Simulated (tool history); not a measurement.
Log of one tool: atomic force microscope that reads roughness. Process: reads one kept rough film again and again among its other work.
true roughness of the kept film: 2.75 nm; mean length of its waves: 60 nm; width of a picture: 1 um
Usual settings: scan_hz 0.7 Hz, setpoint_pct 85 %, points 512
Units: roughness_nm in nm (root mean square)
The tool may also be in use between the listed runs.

run 1 hour=0 | scan_hz=0.7 setpoint_pct=85 points=512 | roughness_nm=2.542
run 2 hour=40.9 | scan_hz=0.7 setpoint_pct=85 points=512 | roughness_nm=2.555
run 3 hour=65.6 | scan_hz=0.7 setpoint_pct=85 points=512 | roughness_nm=2.556
run 4 hour=90.5 | scan_hz=0.7 setpoint_pct=85 points=512 | roughness_nm=2.549
run 5 hour=117 | scan_hz=0.7 setpoint_pct=85 points=512 | roughness_nm=2.55
run 6 hour=163 | scan_hz=0.7 setpoint_pct=80 points=512 | roughness_nm=2.575
run 7 hour=210.4 | scan_hz=0.7 setpoint_pct=68 points=512 | roughness_nm=2.628
run 8 hour=249.3 | scan_hz=0.7 setpoint_pct=68 points=512 | roughness_nm=2.603
run 9 hour=270.7 | scan_hz=1.43 setpoint_pct=68 points=512 | roughness_nm=2.566
run 10 hour=294.3 | scan_hz=1.43 setpoint_pct=68 points=512 | roughness_nm=2.574
run 11 hour=337.8 | scan_hz=0.7 setpoint_pct=85 points=512 | roughness_nm=2.543
run 12 hour=358.1 | scan_hz=0.7 setpoint_pct=85 points=1022 | roughness_nm=2.548
run 13 hour=397.2 | scan_hz=0.7 setpoint_pct=75 points=512 | roughness_nm=2.612
run 14 hour=434.1 | scan_hz=0.7 setpoint_pct=85 points=512 | roughness_nm=2.571
run 15 hour=455.7 | scan_hz=0.7 setpoint_pct=85 points=512 | roughness_nm=2.537
run 16 hour=476.3 | scan_hz=0.7 setpoint_pct=85 points=512 | roughness_nm=2.563
run 17 hour=508.1 | scan_hz=0.7 setpoint_pct=68 points=512 | roughness_nm=2.638
run 18 hour=538.1 | scan_hz=0.7 setpoint_pct=68 points=512 | roughness_nm=2.6
run 19 hour=588 | scan_hz=0.7 setpoint_pct=68 points=512 | roughness_nm=2.639
run 20 hour=609.2 | scan_hz=0.7 setpoint_pct=85 points=351 | roughness_nm=2.549
run 21 hour=655.1 | scan_hz=0.7 setpoint_pct=85 points=351 | roughness_nm=2.534
run 22 hour=703.5 | scan_hz=0.846 setpoint_pct=71 points=1009 | roughness_nm=2.614
run 23 hour=734.5 | scan_hz=0.5 setpoint_pct=72 points=522 | roughness_nm=2.637
run 24 hour=775.8 | scan_hz=2.814 setpoint_pct=76 points=839 | roughness_nm=2.343
run 25 hour=820.6 | scan_hz=2.166 setpoint_pct=60 points=960 | roughness_nm=2.593
run 26 hour=846.9 | scan_hz=2.166 setpoint_pct=60 points=960 | roughness_nm=2.573
run 27 hour=876.9 | scan_hz=2.166 setpoint_pct=60 points=960 | roughness_nm=2.587
run 28 hour=914 | scan_hz=1.635 setpoint_pct=65 points=349 | roughness_nm=2.576
run 29 hour=951.2 | scan_hz=1.635 setpoint_pct=80 points=389 | roughness_nm=2.45
run 30 hour=994.4 | scan_hz=1.635 setpoint_pct=80 points=389 | roughness_nm=2.435
run 31 hour=1025.1 | scan_hz=2.197 setpoint_pct=72 points=789 | roughness_nm=2.463
run 32 hour=1063.7 | scan_hz=2.045 setpoint_pct=65 points=670 | roughness_nm=2.563
run 33 hour=1111.7 | scan_hz=2.045 setpoint_pct=65 points=721 | roughness_nm=2.554
run 34 hour=1147.6 | scan_hz=2.045 setpoint_pct=65 points=721 | roughness_nm=2.542
run 35 hour=1173.8 | scan_hz=2.045 setpoint_pct=62 points=447 | roughness_nm=2.58
run 36 hour=1213.6 | scan_hz=2.045 setpoint_pct=62 points=447 | roughness_nm=2.567
run 37 hour=1252.7 | scan_hz=0.909 setpoint_pct=79 points=913 | roughness_nm=2.548
run 38 hour=1299.1 | scan_hz=0.909 setpoint_pct=79 points=913 | roughness_nm=2.576
run 39 hour=1333.3 | scan_hz=3.23 setpoint_pct=79 points=512 | roughness_nm=2.254

Taken out of this log: 13 entries between the listed runs. Where each belongs, and how the hidden state differs across it:
Between runs 2 and 3: new tip fitted (hour 60.6)
  radius of the tip, nm: 7.4 -> 7
Between runs 5 and 6: new tip fitted (hour 161.5)
  radius of the tip, nm: 7.3 -> 7
Between runs 8 and 9: new tip fitted (hour 261.3)
  radius of the tip, nm: 7.5 -> 7.1
Between runs 12 and 13: new tip fitted (hour 360.7)
  radius of the tip, nm: 7.5 -> 7.2
Between runs 15 and 16: new tip fitted (hour 462.2)
  radius of the tip, nm: 7.5 -> 7.1
Between runs 18 and 19: new tip fitted (hour 561.8)
  radius of the tip, nm: 7.4 -> 7.2
Between runs 21 and 22: new tip fitted (hour 662.7)
  radius of the tip, nm: 7.5 -> 7.2
Between runs 23 and 24: new tip fitted (hour 764.8)
  radius of the tip, nm: 7.4 -> 7
Between runs 26 and 27: new tip fitted (hour 867.4)
  radius of the tip, nm: 7.4 -> 7.1
Between runs 29 and 30: new tip fitted (hour 967.4)
  radius of the tip, nm: 7.5 -> 7.1
Between runs 32 and 33: new tip fitted (hour 1067.3)
  radius of the tip, nm: 7.5 -> 7.2
Between runs 34 and 35: new tip fitted (hour 1168.6)
  radius of the tip, nm: 7.4 -> 7.1
Between runs 37 and 38: new tip fitted (hour 1268.3)
  radius of the tip, nm: 7.5 -> 7.2
